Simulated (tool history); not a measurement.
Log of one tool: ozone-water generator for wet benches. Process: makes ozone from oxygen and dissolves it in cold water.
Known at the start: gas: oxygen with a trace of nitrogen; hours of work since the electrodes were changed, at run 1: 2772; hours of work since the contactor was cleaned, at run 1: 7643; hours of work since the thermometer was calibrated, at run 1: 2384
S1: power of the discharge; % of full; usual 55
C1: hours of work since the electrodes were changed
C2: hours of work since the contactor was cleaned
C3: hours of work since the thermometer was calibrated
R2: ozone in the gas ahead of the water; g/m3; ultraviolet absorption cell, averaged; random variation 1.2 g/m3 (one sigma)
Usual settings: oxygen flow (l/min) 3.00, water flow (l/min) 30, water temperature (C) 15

{"run": 1, "hour": 0.0, "S1": 55, "oxygen flow (l/min)": 3.0, "water flow (l/min)": 30, "water temperature (C)": 15, "C1": 2772, "C2": 7643, "C3": 2384, "dissolved ozone (ppm)": 11.5, "R2": 216.1}
{"run": 2, "hour": 154.0, "S1": 55, "oxygen flow (l/min)": 3.0, "water flow (l/min)": 20, "water temperature (C)": 15, "C1": 2885, "C2": 7757, "C3": 2498, "dissolved ozone (ppm)": 16.8, "R2": 215.1}
{"run": 3, "hour": 235.3, "S1": 55, "oxygen flow (l/min)": 3.0, "water flow (l/min)": 20, "water temperature (C)": 15, "C1": 2945, "C2": 7817, "C3": 2558, "dissolved ozone (ppm)": 16.6, "R2": 216.2}
{"run": 4, "hour": 405.0, "S1": 55, "oxygen flow (l/min)": 3.0, "water flow (l/min)": 30, "water temperature (C)": 15, "C1": 3070, "C2": 7942, "C3": 2683, "dissolved ozone (ppm)": 11.6, "R2": 213.5}
{"hour": 472.7, "done": "contactor cleaned"}
{"run": 5, "hour": 554.2, "S1": 55, "oxygen flow (l/min)": 3.0, "water flow (l/min)": 30, "water temperature (C)": 15, "C1": 3178, "C2": 60, "C3": 2790, "dissolved ozone (ppm)": 12.2, "R2": 211.8}
{"run": 6, "hour": 687.1, "S1": 55, "oxygen flow (l/min)": 3.0, "water flow (l/min)": 30, "water temperature (C)": 13, "C1": 3276, "C2": 158, "C3": 2888, "dissolved ozone (ppm)": 12.1, "R2": 213.9}
{"run": 7, "hour": 836.2, "S1": 55, "oxygen flow (l/min)": 3.0, "water flow (l/min)": 30, "water temperature (C)": 15, "C1": 3386, "C2": 268, "C3": 2998, "dissolved ozone (ppm)": 12.0, "R2": 215.4}
{"run": 8, "hour": 958.5, "S1": 55, "oxygen flow (l/min)": 3.0, "water flow (l/min)": 30, "water temperature (C)": 15, "C1": 3476, "C2": 358, "C3": 3088, "dissolved ozone (ppm)": 11.8, "R2": 213.7}
{"run": 9, "hour": 1063.5, "S1": 55, "oxygen flow (l/min)": 3.0, "water flow (l/min)": 30, "water temperature (C)": 15, "C1": 3553, "C2": 436, "C3": 3166, "dissolved ozone (ppm)": 11.7, "R2": 213.8}
{"hour": 1079.9, "done": "water thermometer calibrated"}
{"run": 10, "hour": 1201.7, "S1": 55, "oxygen flow (l/min)": 3.0, "water flow (l/min)": 45, "water temperature (C)": 15, "C1": 3655, "C2": 537, "C3": 90, "dissolved ozone (ppm)": 7.7, "R2": 212.2}
{"run": 11, "hour": 1298.7, "S1": 55, "oxygen flow (l/min)": 3.0, "water flow (l/min)": 29, "water temperature (C)": 15, "C1": 3726, "C2": 609, "C3": 161, "dissolved ozone (ppm)": 12.2, "R2": 213.1}
{"run": 12, "hour": 1462.0, "S1": 55, "oxygen flow (l/min)": 3.0, "water flow (l/min)": 29, "water temperature (C)": 15, "C1": 3847, "C2": 729, "C3": 282, "dissolved ozone (ppm)": 12.2, "R2": 211.4}
{"run": 13, "hour": 1538.5, "S1": 55, "oxygen flow (l/min)": 3.0, "water flow (l/min)": 29, "water temperature (C)": 15, "C1": 3903, "C2": 786, "C3": 338, "dissolved ozone (ppm)": 12.1, "R2": 211.2}
{"run": 14, "hour": 1683.0, "S1": 55, "oxygen flow (l/min)": 3.0, "water flow (l/min)": 29, "water temperature (C)": 15, "C1": 4010, "C2": 892, "C3": 445, "dissolved ozone (ppm)": 11.9, "R2": 212.7}
{"run": 15, "hour": 1841.3, "S1": 55, "oxygen flow (l/min)": 3.0, "water flow (l/min)": 29, "water temperature (C)": 15, "C1": 4127, "C2": 1009, "C3": 562, "dissolved ozone (ppm)": 12.2, "R2": 212.8}
{"run": 16, "hour": 1936.3, "S1": 55, "oxygen flow (l/min)": 3.37, "water flow (l/min)": 30, "water temperature (C)": 15, "C1": 4197, "C2": 1079, "C3": 632, "dissolved ozone (ppm)": 12.1, "R2": 203.1}
{"run": 17, "hour": 2010.2, "S1": 55, "oxygen flow (l/min)": 3.0, "water flow (l/min)": 30, "water temperature (C)": 15, "C1": 4251, "C2": 1134, "C3": 686, "dissolved ozone (ppm)": 11.5, "R2": 210.1}
{"run": 18, "hour": 2136.8, "S1": 78, "oxygen flow (l/min)": 2.01, "water flow (l/min)": 30, "water temperature (C)": 16, "C1": 4345, "C2": 1227, "C3": 780, "dissolved ozone (ppm)": 12.9, "R2": 325.0}
{"run": 19, "hour": 2208.0, "S1": 94, "oxygen flow (l/min)": 4.51, "water flow (l/min)": 30, "water temperature (C)": 15, "C1": 4397, "C2": 1280, "C3": 832, "dissolved ozone (ppm)": 20.9, "R2": 279.3}
{"run": 20, "hour": 2361.7, "S1": 94, "oxygen flow (l/min)": 4.51, "water flow (l/min)": 21, "water temperature (C)": 15, "C1": 4510, "C2": 1393, "C3": 945, "dissolved ozone (ppm)": 27.9, "R2": 276.5}
{"run": 21, "hour": 2503.3, "S1": 94, "oxygen flow (l/min)": 4.51, "water flow (l/min)": 21, "water temperature (C)": 15, "C1": 4615, "C2": 1497, "C3": 1050, "dissolved ozone (ppm)": 27.7, "R2": 275.9}
{"run": 22, "hour": 2677.6, "S1": 55, "oxygen flow (l/min)": 1.59, "water flow (l/min)": 30, "water temperature (C)": 7, "C1": 4743, "C2": 1626, "C3": 1178, "dissolved ozone (ppm)": 9.2, "R2": 265.9}
{"run": 23, "hour": 2848.2, "S1": 55, "oxygen flow (l/min)": 4.84, "water flow (l/min)": 30, "water temperature (C)": 15, "C1": 4869, "C2": 1752, "C3": 1304, "dissolved ozone (ppm)": 13.9, "R2": 174.7}
{"run": 24, "hour": 3008.3, "S1": 55, "oxygen flow (l/min)": 4.84, "water flow (l/min)": 30, "water temperature (C)": 15, "C1": 4987, "C2": 1870, "C3": 1422, "dissolved ozone (ppm)": 13.7, "R2": 175.5}
{"run": 25, "hour": 3089.9, "S1": 55, "oxygen flow (l/min)": 3.0, "water flow (l/min)": 36, "water temperature (C)": 7, "C1": 5048, "C2": 1930, "C3": 1483, "dissolved ozone (ppm)": 10.1, "R2": 209.3}
{"run": 26, "hour": 3171.5, "S1": 64, "oxygen flow (l/min)": 2.83, "water flow (l/min)": 36, "water temperature (C)": 9, "C1": 5108, "C2": 1990, "C3": 1543, "dissolved ozone (ppm)": 11.0, "R2": 241.3}
{"run": 27, "hour": 3249.6, "S1": 69, "oxygen flow (l/min)": 4.71, "water flow (l/min)": 30, "water temperature (C)": 13, "C1": 5165, "C2": 2048, "C3": 1600, "dissolved ozone (ppm)": 16.5, "R2": 210.1}
{"run": 28, "hour": 3336.1, "S1": 55, "oxygen flow (l/min)": 3.0, "water flow (l/min)": 30, "water temperature (C)": 23, "C1": 5229, "C2": 2112, "C3": 1664, "dissolved ozone (ppm)": 10.7, "R2": 207.0}
{"run": 29, "hour": 3506.6, "S1": 55, "oxygen flow (l/min)": 3.0, "water flow (l/min)": 30, "water temperature (C)": 23, "C1": 5355, "C2": 2237, "C3": 1790, "dissolved ozone (ppm)": 10.8, "R2": 206.3}
{"run": 30, "hour": 3599.6, "S1": 47, "oxygen flow (l/min)": 2.44, "water flow (l/min)": 24, "water temperature (C)": 17, "C1": 5423, "C2": 2306, "C3": 1858, "dissolved ozone (ppm)": 11.1, "R2": 197.7}
{"run": 31, "hour": 3705.2, "S1": 97, "oxygen flow (l/min)": 2.14, "water flow (l/min)": 33, "water temperature (C)": 13, "C1": 5501, "C2": 2384, "C3": 1936, "dissolved ozone (ppm)": 14.3, "R2": 362.9}
{"run": 32, "hour": 3800.8, "S1": 97, "oxygen flow (l/min)": 2.14, "water flow (l/min)": 31, "water temperature (C)": 13, "C1": 5572, "C2": 2454, "C3": 2007, "dissolved ozone (ppm)": 15.3, "R2": 365.7}
{"run": 33, "hour": 3907.5, "S1": 74, "oxygen flow (l/min)": 3.0, "water flow (l/min)": 30, "water temperature (C)": 7, "C1": 5651, "C2": 2533, "C3": 2086, "dissolved ozone (ppm)": 15.2, "R2": 261.6}

Forecast each of these 3 alternatives for the next run:
{"run": "A", "hour": 4079.1, "S1": 80, "oxygen flow (l/min)": 3.0, "water flow (l/min)": 31, "water temperature (C)": 7, "C1": 5777, "C2": 2660, "C3": 2212, "dissolved ozone (ppm)": "?", "R2": "?"}
{"run": "B", "hour": 4079.1, "S1": 98, "oxygen flow (l/min)": 3.0, "water flow (l/min)": 30, "water temperature (C)": 15, "C1": 5777, "C2": 2660, "C3": 2212, "dissolved ozone (ppm)": "?", "R2": "?"}
{"run": "C", "hour": 4079.1, "S1": 81, "oxygen flow (l/min)": 2.21, "water flow (l/min)": 30, "water temperature (C)": 9, "C1": 5777, "C2": 2660, "C3": 2212, "dissolved ozone (ppm)": "?", "R2": "?"}

run=A dissolved_ozone_(ppm)=15.7 R2=276.1
run=B dissolved_ozone_(ppm)=17.9 R2=322.1
run=C dissolved_ozone_(ppm)=13.8 R2=314.2
Without the tool's hidden state the same runs would have given:
run=A dissolved_ozone_(ppm)=17.7 R2=308.6
run=B dissolved_ozone_(ppm)=20.6 R2=366.0
run=C dissolved_ozone_(ppm)=15.7 R2=351.3

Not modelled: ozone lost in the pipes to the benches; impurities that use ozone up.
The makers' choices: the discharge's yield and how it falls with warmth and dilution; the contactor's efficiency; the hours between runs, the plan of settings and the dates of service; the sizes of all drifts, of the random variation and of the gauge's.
